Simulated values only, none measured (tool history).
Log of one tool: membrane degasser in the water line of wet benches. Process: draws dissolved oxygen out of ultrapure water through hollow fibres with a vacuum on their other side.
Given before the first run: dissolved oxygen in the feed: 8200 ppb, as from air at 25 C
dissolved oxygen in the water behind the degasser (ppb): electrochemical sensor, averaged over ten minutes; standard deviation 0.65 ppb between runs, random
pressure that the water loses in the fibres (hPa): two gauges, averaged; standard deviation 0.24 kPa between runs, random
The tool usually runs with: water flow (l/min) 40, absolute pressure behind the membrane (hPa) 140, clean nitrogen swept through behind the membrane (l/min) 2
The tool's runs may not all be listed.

| run | hour | water flow (l/min) | absolute pressure behind the membrane (hPa) | clean nitrogen swept through behind the membrane (l/min) | dissolved oxygen in the water behind the degasser (ppb) | pressure that the water loses in the fibres (hPa) |
|---|---|---|---|---|---|---|
| 1 | 0 | 40 | 140 | 2 | 459.6 | 618.6 |
|  | 23 | seals of the vacuum lines changed |
| 2 | 244.4 | 40 | 140 | 1.09 | 747.6 | 623.1 |
| 3 | 402.7 | 40 | 140 | 2 | 460.7 | 619.8 |
| 4 | 595.6 | 40 | 140 | 2 | 459 | 617.9 |
| 5 | 717.5 | 40 | 140 | 2 | 459.7 | 617.2 |
| 6 | 870.7 | 40 | 140 | 1.71 | 524.8 | 617.6 |
| 7 | 1101.9 | 44 | 140 | 2 | 499.2 | 678.9 |
| 8 | 1352 | 40 | 140 | 2 | 461 | 620.6 |
| 9 | 1542.1 | 40 | 140 | 2 | 459.9 | 618 |

Estimate the outcome of run 10 from the log above:
| 10 | 1763 | 41 | 140 | 1.03 | ? | ? |

For run 10 the tool returned dissolved oxygen in the water behind the degasser (ppb) 797.2, pressure that the water loses in the fibres (hPa) 636.6.
Minus the tool's unlogged condition, the same run would have read dissolved oxygen in the water behind the degasser (ppb) 796.8, pressure that the water loses in the fibres (hPa) 635.9.
